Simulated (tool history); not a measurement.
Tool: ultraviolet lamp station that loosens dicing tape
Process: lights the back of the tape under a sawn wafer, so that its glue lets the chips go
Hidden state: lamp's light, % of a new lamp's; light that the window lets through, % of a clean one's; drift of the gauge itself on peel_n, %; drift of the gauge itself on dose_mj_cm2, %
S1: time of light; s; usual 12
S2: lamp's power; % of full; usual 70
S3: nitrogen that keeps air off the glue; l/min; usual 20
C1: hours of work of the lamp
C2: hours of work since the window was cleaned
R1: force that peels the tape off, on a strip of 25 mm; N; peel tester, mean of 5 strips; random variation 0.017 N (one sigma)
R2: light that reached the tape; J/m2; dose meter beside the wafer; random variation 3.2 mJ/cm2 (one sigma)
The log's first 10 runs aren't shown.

run	hour	S1	S2	S3	C1	C2	R1	R2
11	72.4	12	70	20	178	640	1.1	4310
12	80.7	12	70	20	184	646	1.115	4250
13	90.2	12	70	20	191	654	1.148	4290
14	98.7	12	70	20	198	660	1.158	4300
15	103.5	12	70	20	202	664	1.165	4260
16	110.3	12	97	20	207	669	0.527	5850
# hour 114.3: window cleaned of glue's vapour
17	117.7	19	68	28	212	3	0.279	7160
18	122.7	19	68	28	216	6	0.274	7200
19	131.4	20	70	20	223	13	0.268	7740
20	140.8	20	67	9	230	20	0.488	7450
21	149.9	7	70	13	237	27	2.785	2690
22	157.6	19	89	16	243	33	0.193	9310
23	163.1	8	83	12	247	37	1.809	3640
24	168.8	12	87	20	251	42	0.564	5750
25	176.6	12	87	20	257	48	0.543	5740
26	185.9	12	87	20	264	55	0.568	5770
27	190.1	12	87	20	267	58	0.596	5670
28	196.1	12	87	20	272	63	0.554	5650
29	203.3	12	87	20	277	68	0.583	5680

The next listed run, before its measurement:
30	208	15	91	8	281	72	?	?

R1: 0.514 N
R2: 7440 J/m2
Without the tool's hidden state the same run would have given R1 0.414 N, R2 8090 J/m2.
